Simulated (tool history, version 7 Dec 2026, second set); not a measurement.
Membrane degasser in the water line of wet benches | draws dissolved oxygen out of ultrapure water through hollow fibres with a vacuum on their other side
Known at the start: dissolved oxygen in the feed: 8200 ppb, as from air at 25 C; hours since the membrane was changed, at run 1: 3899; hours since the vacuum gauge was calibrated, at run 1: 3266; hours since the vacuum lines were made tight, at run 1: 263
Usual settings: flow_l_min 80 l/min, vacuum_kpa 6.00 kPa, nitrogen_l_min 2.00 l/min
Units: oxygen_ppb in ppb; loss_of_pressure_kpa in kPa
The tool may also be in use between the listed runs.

| run | hour | flow_l_min | vacuum_kpa | nitrogen_l_min | hours since the membrane was changed | hours since the vacuum gauge was calibrated | hours since the vacuum lines were made tight | oxygen_ppb | loss_of_pressure_kpa |
|---|---|---|---|---|---|---|---|---|---|
| 1 | 0.0 | 80 | 6.00 | 2.00 | 3899 | 3266 | 263 | 310.9 | 27.37 |
| 2 | 100.2 | 80 | 6.00 | 2.00 | 3999 | 3366 | 364 | 304.8 | 27.54 |
| 3 | 315.5 | 80 | 12.76 | 2.00 | 4215 | 3582 | 579 | 778.5 | 27.41 |
| 4 | 417.8 | 80 | 8.46 | 2.00 | 4317 | 3684 | 681 | 490.3 | 27.25 |
| 5 | 524.7 | 80 | 8.46 | 2.00 | 4424 | 3791 | 788 | 486.6 | 27.74 |
| 6 | 697.4 | 80 | 8.46 | 2.00 | 4596 | 3963 | 961 | 493.5 | 27.48 |
| 7 | 844.8 | 80 | 8.46 | 2.00 | 4744 | 4111 | 1108 | 491.7 | 27.61 |
| 8 | 1002.3 | 80 | 4.56 | 2.00 | 4901 | 4268 | 1266 | 204.6 | 27.39 |
| 9 | 1170.4 | 80 | 5.08 | 2.00 | 5069 | 4436 | 1434 | 239.2 | 27.90 |
| 10 | 1284.6 | 80 | 6.00 | 2.00 | 5184 | 4551 | 1548 | 309.5 | 27.74 |
| 11 | 1378.1 | 66 | 6.00 | 2.00 | 5277 | 4644 | 1641 | 230.5 | 22.73 |
| 12 | 1520.8 | 66 | 6.00 | 2.00 | 5420 | 4787 | 1784 | 234.6 | 22.80 |
| 13 | 1685.6 | 66 | 6.00 | 2.00 | 5585 | 4952 | 1949 | 232.2 | 22.51 |
| 14 | 1858.2 | 64 | 4.35 | 2.00 | 5757 | 5124 | 2122 | 117.7 | 22.14 |
| 15 | 2063.3 | 79 | 4.35 | 2.00 | 5962 | 5329 | 2327 | 187.2 | 27.55 |
| 16 | 2225.8 | 79 | 4.35 | 2.00 | 6125 | 5492 | 2489 | 186.6 | 27.47 |
| 17 | 2424.3 | 50 | 6.07 | 2.44 | 6323 | 5690 | 2688 | 143.3 | 17.63 |
| 18 | 2603.8 | 82 | 11.37 | 2.44 | 6503 | 5870 | 2867 | 633.9 | 28.58 |
| 19 | 2731.6 | 53 | 4.46 | 2.44 | 6631 | 5998 | 2995 | 79.3 | 18.49 |
| 20 | 2844.3 | 53 | 6.72 | 2.46 | 6743 | 6110 | 3108 | 184.3 | 18.59 |
| 21 | 2986.4 | 80 | 6.00 | 3.10 | 6885 | 6252 | 3250 | 254.9 | 28.16 |
| 22 | 3082.1 | 80 | 6.00 | 3.10 | 6981 | 6348 | 3346 | 258.1 | 28.05 |
| 23 | 3265.5 | 93 | 7.31 | 2.00 | 7165 | 6532 | 3529 | 525.5 | 32.61 |
| 24 | 3466.8 | 52 | 5.65 | 5.26 | 7366 | 6733 | 3730 | 73.3 | 18.14 |
| 25 | 3670.9 | 53 | 7.80 | 3.10 | 7570 | 6937 | 3934 | 194.3 | 18.46 |
| 26 | 3789.1 | 80 | 14.32 | 3.54 | 7688 | 7055 | 4052 | 617.8 | 27.99 |

Forecast each of these 4 alternatives for the next run:
| A | 3934.1 | 80 | 10.81 | 3.54 | 7833 | 7200 | 4197 | ? | ? |
| B | 3934.1 | 58 | 5.63 | 2.00 | 7833 | 7200 | 4197 | ? | ? |
| C | 3934.1 | 73 | 5.91 | 2.61 | 7833 | 7200 | 4197 | ? | ? |
| D | 3934.1 | 59 | 6.02 | 1.52 | 7833 | 7200 | 4197 | ? | ? |

| run | oxygen_ppb | loss_of_pressure_kpa |
|---|---|---|
| A | 479.4 | 28.09 |
| B | 181.9 | 20.40 |
| C | 234.2 | 25.62 |
| D | 254.2 | 20.42 |
Without the tool's hidden state the same runs would have given:
| run | oxygen_ppb | loss_of_pressure_kpa |
|---|---|---|
| A | 452.4 | 26.79 |
| B | 165.7 | 19.46 |
| C | 210.7 | 24.43 |
| D | 235.4 | 19.45 |
